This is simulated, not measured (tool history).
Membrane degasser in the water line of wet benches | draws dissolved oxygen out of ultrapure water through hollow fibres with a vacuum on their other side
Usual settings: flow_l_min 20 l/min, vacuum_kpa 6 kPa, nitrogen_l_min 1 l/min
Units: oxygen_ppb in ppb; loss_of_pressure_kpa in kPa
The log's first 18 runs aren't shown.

| run | hour | flow_l_min | vacuum_kpa | nitrogen_l_min | hours since the membrane was changed | hours since the vacuum gauge was calibrated | hours since the vacuum lines were made tight | oxygen_ppb | loss_of_pressure_kpa |
|---|---|---|---|---|---|---|---|---|---|
| 19 | 1251.7 | 26 | 4.27 | 0.97 | 2714 | 1140 | 8079 | 106.2 | 86.27 |
| 20 | 1324 | 26 | 12.98 | 2.9 | 2786 | 1213 | 8151 | 249.4 | 86.7 |
| 21 | 1418.1 | 26 | 12.98 | 2.9 | 2880 | 1307 | 8246 | 248 | 85.41 |
| 22 | 1514.4 | 16 | 9.96 | 0.43 | 2977 | 1403 | 8342 | 495.4 | 52.55 |
| 23 | 1615.1 | 20 | 9.96 | 1.62 | 3077 | 1504 | 8443 | 207.3 | 65.86 |
| 24 | 1693.9 | 20 | 9.96 | 1.62 | 3156 | 1582 | 8521 | 206 | 66.24 |
| 25 | 1774 | 13 | 5.29 | 0.47 | 3236 | 1663 | 8601 | 126.2 | 42.94 |
| 26 | 1859.7 | 13 | 5.29 | 0.47 | 3322 | 1748 | 8687 | 124.1 | 42.5 |
| 27 | 1930.1 | 28 | 8.63 | 1.17 | 3392 | 1819 | 8758 | 334.4 | 91.68 |
| 28 | 2001.5 | 29 | 6 | 1 | 3464 | 1890 | 8829 | 226.5 | 94.7 |
|  | 2038.1 | gauge calibrated |
| 29 | 2092.4 | 29 | 6.2 | 1.74 | 3555 | 1981 | 8920 | 174.2 | 97.66 |
| 30 | 2171.2 | 16 | 6.76 | 1 | 3634 | 2060 | 8999 | 135.3 | 54.42 |
| 31 | 2237.6 | 15 | 6.76 | 0.49 | 3700 | 2126 | 9065 | 231.7 | 50.12 |

5 ways to go on from here, each from the tool as it stands after run 31. What would each give?
| A | 2299 | 28 | 6.76 | 0.78 | 3761 | 2188 | 9126 | ? | ? |
| B | 2299 | 15 | 5.23 | 2.29 | 3761 | 2188 | 9126 | ? | ? |
| C | 2299 | 15 | 6.76 | 2.66 | 3761 | 2188 | 9126 | ? | ? |
| D | 2299 | 27 | 6.76 | 1.89 | 3761 | 2188 | 9126 | ? | ? |
| E | 2299 | 30 | 6.76 | 0.49 | 3761 | 2188 | 9126 | ? | ? |

| run | oxygen_ppb | loss_of_pressure_kpa |
|---|---|---|
| A | 316.2 | 93.96 |
| B | 37.4 | 49.81 |
| C | 54 | 50.71 |
| D | 163.8 | 91.2 |
| E | 441.5 | 100.45 |
Without the tool's hidden state the same runs would have given:
| run | oxygen_ppb | loss_of_pressure_kpa |
|---|---|---|
| A | 316 | 94.26 |
| B | 37.4 | 49.97 |
| C | 53.9 | 50.87 |
| D | 163.6 | 91.49 |
| E | 441.4 | 100.77 |
